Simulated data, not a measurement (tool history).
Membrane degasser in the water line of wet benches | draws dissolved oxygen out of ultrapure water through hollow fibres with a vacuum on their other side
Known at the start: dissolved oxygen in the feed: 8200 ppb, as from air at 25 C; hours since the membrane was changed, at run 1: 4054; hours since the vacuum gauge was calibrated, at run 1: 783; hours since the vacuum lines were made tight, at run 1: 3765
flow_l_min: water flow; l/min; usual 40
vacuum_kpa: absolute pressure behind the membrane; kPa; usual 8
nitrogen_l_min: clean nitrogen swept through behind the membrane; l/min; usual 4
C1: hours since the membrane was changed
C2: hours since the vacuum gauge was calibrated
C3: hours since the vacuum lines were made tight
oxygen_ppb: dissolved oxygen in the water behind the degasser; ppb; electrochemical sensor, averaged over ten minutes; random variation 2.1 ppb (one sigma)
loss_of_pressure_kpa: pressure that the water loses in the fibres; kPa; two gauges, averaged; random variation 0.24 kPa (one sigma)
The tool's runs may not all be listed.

run 1 hour=0 | flow_l_min=40 vacuum_kpa=8 nitrogen_l_min=4 | C1=4054 C2=783 C3=3765 | oxygen_ppb=224.7 loss_of_pressure_kpa=66.63
run 2 hour=178.3 | flow_l_min=40 vacuum_kpa=8 nitrogen_l_min=4 | C1=4232 C2=961 C3=3943 | oxygen_ppb=223.3 loss_of_pressure_kpa=66.78
run 3 hour=299.4 | flow_l_min=40 vacuum_kpa=8 nitrogen_l_min=4 | C1=4353 C2=1082 C3=4064 | oxygen_ppb=224.2 loss_of_pressure_kpa=66.65
run 4 hour=454 | flow_l_min=40 vacuum_kpa=4.81 nitrogen_l_min=4 | C1=4508 C2=1237 C3=4219 | oxygen_ppb=150.3 loss_of_pressure_kpa=66.98
run 5 hour=584.7 | flow_l_min=40 vacuum_kpa=4.81 nitrogen_l_min=4 | C1=4639 C2=1367 C3=4349 | oxygen_ppb=152.3 loss_of_pressure_kpa=66.45
run 6 hour=728.6 | flow_l_min=40 vacuum_kpa=4.92 nitrogen_l_min=4 | C1=4783 C2=1511 C3=4493 | oxygen_ppb=152.1 loss_of_pressure_kpa=66.78
run 7 hour=913.2 | flow_l_min=40 vacuum_kpa=4.92 nitrogen_l_min=4 | C1=4967 C2=1696 C3=4678 | oxygen_ppb=156.2 loss_of_pressure_kpa=66.97
run 8 hour=1058 | flow_l_min=40 vacuum_kpa=12.75 nitrogen_l_min=4 | C1=5112 C2=1841 C3=4822 | oxygen_ppb=333.2 loss_of_pressure_kpa=67.05
run 9 hour=1149.6 | flow_l_min=38 vacuum_kpa=8 nitrogen_l_min=4 | C1=5204 C2=1932 C3=4914 | oxygen_ppb=213 loss_of_pressure_kpa=64.09
-- hour=1307.7 seals of the vacuum lines changed
run 10 hour=1336.3 | flow_l_min=46 vacuum_kpa=8 nitrogen_l_min=4 | C1=5388 C2=2117 C3=29 | oxygen_ppb=271.6 loss_of_pressure_kpa=77.22
run 11 hour=1449.8 | flow_l_min=45 vacuum_kpa=7.28 nitrogen_l_min=7.3 | C1=5502 C2=2230 C3=142 | oxygen_ppb=203.8 loss_of_pressure_kpa=75.8
run 12 hour=1546.9 | flow_l_min=62 vacuum_kpa=5.32 nitrogen_l_min=7.3 | C1=5599 C2=2327 C3=239 | oxygen_ppb=283.9 loss_of_pressure_kpa=104.64
run 13 hour=1627.7 | flow_l_min=62 vacuum_kpa=5.32 nitrogen_l_min=7.3 | C1=5680 C2=2408 C3=320 | oxygen_ppb=289.5 loss_of_pressure_kpa=103.91
run 14 hour=1804.4 | flow_l_min=34 vacuum_kpa=6.68 nitrogen_l_min=2.52 | C1=5856 C2=2585 C3=497 | oxygen_ppb=195.3 loss_of_pressure_kpa=57.23
run 15 hour=1979.1 | flow_l_min=34 vacuum_kpa=9.12 nitrogen_l_min=2.69 | C1=6031 C2=2760 C3=671 | oxygen_ppb=257.2 loss_of_pressure_kpa=57.53
run 16 hour=2069.8 | flow_l_min=34 vacuum_kpa=9.12 nitrogen_l_min=2.69 | C1=6122 C2=2850 C3=762 | oxygen_ppb=264.6 loss_of_pressure_kpa=57.79
run 17 hour=2211.4 | flow_l_min=57 vacuum_kpa=18.07 nitrogen_l_min=2.58 | C1=6263 C2=2992 C3=904 | oxygen_ppb=855.5 loss_of_pressure_kpa=96.88
run 18 hour=2394.9 | flow_l_min=57 vacuum_kpa=18.07 nitrogen_l_min=2.58 | C1=6447 C2=3175 C3=1087 | oxygen_ppb=844.3 loss_of_pressure_kpa=96.57

Forecast each of these 3 alternatives for the next run:
run A hour=2565.5 | flow_l_min=40 vacuum_kpa=10.14 nitrogen_l_min=9.23 | C1=6617 C2=3346 C3=1258 | oxygen_ppb=? loss_of_pressure_kpa=?
run B hour=2565.5 | flow_l_min=26 vacuum_kpa=18.07 nitrogen_l_min=5.6 | C1=6617 C2=3346 C3=1258 | oxygen_ppb=? loss_of_pressure_kpa=?
run C hour=2565.5 | flow_l_min=40 vacuum_kpa=8 nitrogen_l_min=4.37 | C1=6617 C2=3346 C3=1258 | oxygen_ppb=? loss_of_pressure_kpa=?

run=A oxygen_ppb=193.2 loss_of_pressure_kpa=68.1
run=B oxygen_ppb=215.3 loss_of_pressure_kpa=44.14
run=C oxygen_ppb=225 loss_of_pressure_kpa=67.98
Without the tool's hidden state the same runs would have given:
run=A oxygen_ppb=166.2 loss_of_pressure_kpa=64.37
run=B oxygen_ppb=201.5 loss_of_pressure_kpa=41.72
run=C oxygen_ppb=197 loss_of_pressure_kpa=64.26
